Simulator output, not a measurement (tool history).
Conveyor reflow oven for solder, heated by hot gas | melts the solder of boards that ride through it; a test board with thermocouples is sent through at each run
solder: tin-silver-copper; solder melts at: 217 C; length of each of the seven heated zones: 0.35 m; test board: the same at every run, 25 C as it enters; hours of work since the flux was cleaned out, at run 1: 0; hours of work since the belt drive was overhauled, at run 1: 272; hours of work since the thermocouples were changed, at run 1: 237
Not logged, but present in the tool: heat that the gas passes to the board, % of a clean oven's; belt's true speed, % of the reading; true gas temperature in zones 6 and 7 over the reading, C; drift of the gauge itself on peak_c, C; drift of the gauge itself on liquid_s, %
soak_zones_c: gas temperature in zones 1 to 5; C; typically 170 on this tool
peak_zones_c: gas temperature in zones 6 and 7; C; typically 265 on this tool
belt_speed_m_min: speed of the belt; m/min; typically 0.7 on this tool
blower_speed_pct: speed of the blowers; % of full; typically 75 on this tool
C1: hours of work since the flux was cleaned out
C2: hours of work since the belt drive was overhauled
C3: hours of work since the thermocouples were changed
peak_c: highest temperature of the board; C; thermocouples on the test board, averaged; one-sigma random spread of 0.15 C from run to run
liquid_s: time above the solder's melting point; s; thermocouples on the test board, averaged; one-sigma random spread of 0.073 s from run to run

run 1 hour=0 | soak_zones_c=170 peak_zones_c=265 belt_speed_m_min=0.7 blower_speed_pct=75 | C1=0 C2=272 C3=237 | peak_c=252.1 liquid_s=44.81
run 2 hour=10.4 | soak_zones_c=170 peak_zones_c=265 belt_speed_m_min=0.7 blower_speed_pct=75 | C1=6 C2=278 C3=243 | peak_c=251.7 liquid_s=44.91
run 3 hour=19.6 | soak_zones_c=170 peak_zones_c=265 belt_speed_m_min=0.7 blower_speed_pct=75 | C1=12 C2=283 C3=249 | peak_c=251.7 liquid_s=44.87
run 4 hour=31.4 | soak_zones_c=170 peak_zones_c=265 belt_speed_m_min=0.818 blower_speed_pct=75 | C1=19 C2=290 C3=256 | peak_c=246.7 liquid_s=34.79
run 5 hour=48.4 | soak_zones_c=170 peak_zones_c=265 belt_speed_m_min=0.7 blower_speed_pct=57 | C1=29 C2=301 C3=266 | peak_c=247.4 liquid_s=41.09
run 6 hour=60.4 | soak_zones_c=170 peak_zones_c=279 belt_speed_m_min=0.7 blower_speed_pct=75 | C1=36 C2=308 C3=273 | peak_c=263.9 liquid_s=50.26
run 7 hour=76.8 | soak_zones_c=170 peak_zones_c=279 belt_speed_m_min=0.7 blower_speed_pct=75 | C1=46 C2=318 C3=283 | peak_c=263.9 liquid_s=50.35
run 8 hour=85.7 | soak_zones_c=170 peak_zones_c=265 belt_speed_m_min=0.7 blower_speed_pct=75 | C1=51 C2=323 C3=288 | peak_c=251.5 liquid_s=44.56
run 9 hour=98.9 | soak_zones_c=170 peak_zones_c=265 belt_speed_m_min=0.7 blower_speed_pct=75 | C1=59 C2=331 C3=296 | peak_c=251.3 liquid_s=44.54
run 10 hour=108.7 | soak_zones_c=170 peak_zones_c=265 belt_speed_m_min=0.7 blower_speed_pct=75 | C1=65 C2=337 C3=302 | peak_c=251.2 liquid_s=44.34
run 11 hour=117.2 | soak_zones_c=170 peak_zones_c=265 belt_speed_m_min=0.7 blower_speed_pct=75 | C1=70 C2=342 C3=307 | peak_c=251.3 liquid_s=44.43
run 12 hour=132.1 | soak_zones_c=170 peak_zones_c=280 belt_speed_m_min=0.7 blower_speed_pct=75 | C1=79 C2=351 C3=316 | peak_c=264.5 liquid_s=50.62
run 13 hour=146.5 | soak_zones_c=170 peak_zones_c=280 belt_speed_m_min=0.7 blower_speed_pct=75 | C1=88 C2=359 C3=325 | peak_c=264.7 liquid_s=50.54
run 14 hour=162.8 | soak_zones_c=170 peak_zones_c=280 belt_speed_m_min=0.7 blower_speed_pct=75 | C1=97 C2=369 C3=334 | peak_c=264.4 liquid_s=50.5
run 15 hour=171.3 | soak_zones_c=170 peak_zones_c=263 belt_speed_m_min=0.638 blower_speed_pct=75 | C1=102 C2=374 C3=339 | peak_c=251.3 liquid_s=49.66
run 16 hour=184.1 | soak_zones_c=170 peak_zones_c=263 belt_speed_m_min=0.638 blower_speed_pct=75 | C1=110 C2=382 C3=347 | peak_c=251.5 liquid_s=49.68
run 17 hour=195.2 | soak_zones_c=172 peak_zones_c=274 belt_speed_m_min=0.7 blower_speed_pct=75 | C1=117 C2=388 C3=354 | peak_c=259 liquid_s=48.9
run 18 hour=208.6 | soak_zones_c=183 peak_zones_c=258 belt_speed_m_min=0.789 blower_speed_pct=75 | C1=125 C2=396 C3=362 | peak_c=243.3 liquid_s=37.83
run 19 hour=222.9 | soak_zones_c=170 peak_zones_c=274 belt_speed_m_min=0.738 blower_speed_pct=75 | C1=133 C2=405 C3=370 | peak_c=257 liquid_s=44.51
run 20 hour=237.2 | soak_zones_c=170 peak_zones_c=264 belt_speed_m_min=0.738 blower_speed_pct=75 | C1=142 C2=414 C3=379 | peak_c=248.1 liquid_s=39.98
run 21 hour=252.3 | soak_zones_c=174 peak_zones_c=262 belt_speed_m_min=0.738 blower_speed_pct=87 | C1=151 C2=423 C3=388 | peak_c=249 liquid_s=42.14
run 22 hour=266.5 | soak_zones_c=174 peak_zones_c=262 belt_speed_m_min=0.738 blower_speed_pct=87 | C1=159 C2=431 C3=396 | peak_c=248.7 liquid_s=41.96
run 23 hour=277.8 | soak_zones_c=174 peak_zones_c=262 belt_speed_m_min=0.738 blower_speed_pct=87 | C1=166 C2=438 C3=403 | peak_c=248.8 liquid_s=42.08
run 24 hour=289.8 | soak_zones_c=174 peak_zones_c=262 belt_speed_m_min=0.738 blower_speed_pct=87 | C1=173 C2=445 C3=410 | peak_c=248.6 liquid_s=42.07
run 25 hour=299.3 | soak_zones_c=174 peak_zones_c=268 belt_speed_m_min=0.79 blower_speed_pct=67 | C1=179 C2=451 C3=416 | peak_c=248.2 liquid_s=37.25
run 26 hour=307 | soak_zones_c=159 peak_zones_c=265 belt_speed_m_min=0.633 blower_speed_pct=75 | C1=184 C2=455 C3=421 | peak_c=251.6 liquid_s=47.07
run 27 hour=320.3 | soak_zones_c=159 peak_zones_c=265 belt_speed_m_min=0.633 blower_speed_pct=75 | C1=192 C2=463 C3=429 | peak_c=251.4 liquid_s=47.06
run 28 hour=332.3 | soak_zones_c=157 peak_zones_c=262 belt_speed_m_min=0.592 blower_speed_pct=56 | C1=199 C2=470 C3=436 | peak_c=246.1 liquid_s=45.25

Each row is a separate what-if for the run after 28, all from the same tool condition, not one after another. Results?
run A hour=344.6 | soak_zones_c=185 peak_zones_c=262 belt_speed_m_min=0.616 blower_speed_pct=56 | C1=206 C2=478 C3=443 | peak_c=? liquid_s=?
run B hour=344.6 | soak_zones_c=159 peak_zones_c=262 belt_speed_m_min=0.758 blower_speed_pct=88 | C1=206 C2=478 C3=443 | peak_c=? liquid_s=?
run C hour=344.6 | soak_zones_c=170 peak_zones_c=265 belt_speed_m_min=0.645 blower_speed_pct=75 | C1=206 C2=478 C3=443 | peak_c=? liquid_s=?
run D hour=344.6 | soak_zones_c=157 peak_zones_c=273 belt_speed_m_min=0.592 blower_speed_pct=56 | C1=206 C2=478 C3=443 | peak_c=? liquid_s=?
run E hour=344.6 | soak_zones_c=170 peak_zones_c=265 belt_speed_m_min=0.7 blower_speed_pct=62 | C1=206 C2=478 C3=443 | peak_c=? liquid_s=?

run=A peak_c=249.3 liquid_s=54.48
run=B peak_c=245.5 liquid_s=35.17
run=C peak_c=252 liquid_s=49.46
run=D peak_c=256 liquid_s=52
run=E peak_c=247 liquid_s=41.1
With no hidden state in the tool, these same runs would have given:
run=A peak_c=251.1 liquid_s=54.98
run=B peak_c=248.2 liquid_s=36.61
run=C peak_c=254.3 liquid_s=50.23
run=D peak_c=258.2 liquid_s=52.65
run=E peak_c=249.2 liquid_s=42.12

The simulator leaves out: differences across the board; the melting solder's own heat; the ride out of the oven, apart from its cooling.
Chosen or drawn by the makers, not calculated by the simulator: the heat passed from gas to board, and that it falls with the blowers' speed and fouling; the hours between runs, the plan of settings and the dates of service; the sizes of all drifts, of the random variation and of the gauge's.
